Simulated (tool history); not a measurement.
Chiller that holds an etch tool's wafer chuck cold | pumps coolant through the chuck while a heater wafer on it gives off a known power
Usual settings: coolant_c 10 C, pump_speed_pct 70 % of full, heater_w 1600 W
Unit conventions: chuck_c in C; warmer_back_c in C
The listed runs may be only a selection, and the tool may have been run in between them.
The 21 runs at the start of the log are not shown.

Run 22, hour 1011.0: usual settings but heater_w 1719 W. Result: chuck_c 22.1 C, warmer_back_c 4.50 C.
Run 23, hour 1064.1: usual settings but coolant_c 1 C, pump_speed_pct 61 % of full, heater_w 1048 W. Result: chuck_c 9.1 C, warmer_back_c 3.13 C.
Run 24, hour 1124.3: usual settings but coolant_c 1 C, pump_speed_pct 61 % of full, heater_w 1048 W. Result: chuck_c 9.2 C, warmer_back_c 3.11 C.
Run 25, hour 1157.9: usual settings but coolant_c 1 C, pump_speed_pct 61 % of full, heater_w 1048 W. Result: chuck_c 9.1 C, warmer_back_c 3.18 C.
Run 26, hour 1199.2: usual settings but coolant_c 1 C, pump_speed_pct 75 % of full, heater_w 1159 W. Result: chuck_c 8.6 C, warmer_back_c 2.73 C.
Run 27, hour 1258.0: usual settings but coolant_c 16 C, pump_speed_pct 83 % of full, heater_w 1090 W. Result: chuck_c 22.6 C, warmer_back_c 2.26 C.
Run 28, hour 1310.8: usual settings but coolant_c 1 C, pump_speed_pct 89 % of full, heater_w 1128 W. Result: chuck_c 7.8 C, warmer_back_c 2.18 C.
At hour 1325.0: gauge calibrated.
Run 29, hour 1354.9: usual settings but coolant_c 1 C, pump_speed_pct 89 % of full, heater_w 1128 W. Result: chuck_c 7.6 C, warmer_back_c 2.34 C.
Run 30, hour 1404.4: usual settings but coolant_c 6 C, pump_speed_pct 66 % of full, heater_w 1172 W. Result: chuck_c 14.4 C, warmer_back_c 3.39 C.
Run 31, hour 1458.6: usual settings but pump_speed_pct 73 % of full. Result: chuck_c 20.9 C, warmer_back_c 4.08 C.

Here are 3 independent what-if runs from the current tool condition. What would each one return?
Run A, hour 1517.0: usual settings but coolant_c 16 C, pump_speed_pct 90 % of full, heater_w 1537 W. Result: chuck_c ?, warmer_back_c ?.
Run B, hour 1517.0: usual settings but coolant_c 20 C, pump_speed_pct 86 % of full. Result: chuck_c ?, warmer_back_c ?.
Run C, hour 1517.0: usual settings but pump_speed_pct 94 % of full, heater_w 1212 W. Result: chuck_c ?, warmer_back_c ?.

run  chuck_c  warmer_back_c
  A     25.1           3.12
  B     29.8           3.42
  C     16.9           2.32
With the hidden condition removed and each run's random variation left untouched, the same runs would have given:
run  chuck_c  warmer_back_c
  A     25.1           3.15
  B     29.7           3.45
  C     16.9           2.34

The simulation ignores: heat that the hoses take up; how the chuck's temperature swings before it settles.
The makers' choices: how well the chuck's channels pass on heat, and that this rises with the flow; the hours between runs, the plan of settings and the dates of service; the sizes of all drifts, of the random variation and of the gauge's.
